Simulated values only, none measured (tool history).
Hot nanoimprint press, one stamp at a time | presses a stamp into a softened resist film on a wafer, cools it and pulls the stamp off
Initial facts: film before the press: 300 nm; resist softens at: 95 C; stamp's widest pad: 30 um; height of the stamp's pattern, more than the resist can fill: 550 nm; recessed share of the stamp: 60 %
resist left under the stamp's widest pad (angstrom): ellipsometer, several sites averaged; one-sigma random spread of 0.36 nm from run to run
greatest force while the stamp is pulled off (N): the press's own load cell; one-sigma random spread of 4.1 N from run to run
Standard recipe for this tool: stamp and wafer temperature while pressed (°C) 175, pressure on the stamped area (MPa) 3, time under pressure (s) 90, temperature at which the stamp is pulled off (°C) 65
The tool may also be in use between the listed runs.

run,hour,stamp and wafer temperature while pressed (°C),pressure on the stamped area (MPa),time under pressure (s),temperature at which the stamp is pulled off (°C),resist left under the stamp's widest pad (angstrom),greatest force while the stamp is pulled off (N)
1,0,175,3,90,65,1634,200
2,50.7,175,3,90,65,1629,199
3,110.5,175,3,90,65,1620,194
4,176.8,175,2.87,90,65,1645,204
# hour 231.1: press's hydraulic seals changed and the load cell set to zero
# hour 266: stamp cleaned and given a new release coat
5,272.4,175,2.48,90,65,1732,191
6,329.6,175,2.48,90,54,1726,248
7,389.9,175,3,90,65,1611,199
8,432.4,175,3,90,65,1605,202
9,484.7,183,2.81,90,55,1263,246
10,528,182,2.81,112,55,1192,248
# hour 570.5: plate thermocouple calibrated
11,570.5,174,3,56,65,1931,206
12,659.7,175,3,50,70,1930,177
# hour 729.5: stamp cleaned and given a new release coat
13,754,184,3.02,50,73,1482,165

Forecast each of these 4 alternatives for the next run:
A,833.1,184,3.41,50,73,?,?
B,833.1,175,2.27,90,65,?,?
C,833.1,183,3.65,63,65,?,?
D,833.1,184,3.02,104,73,?,?

run,resist left under the stamp's widest pad (angstrom),greatest force while the stamp is pulled off (N)
A,1416,168
B,1765,203
C,1299,201
D,1101,153
Without the tool's hidden state the same runs would have given:
run,resist left under the stamp's widest pad (angstrom),greatest force while the stamp is pulled off (N)
A,1443,168
B,1799,203
C,1324,200
D,1122,153
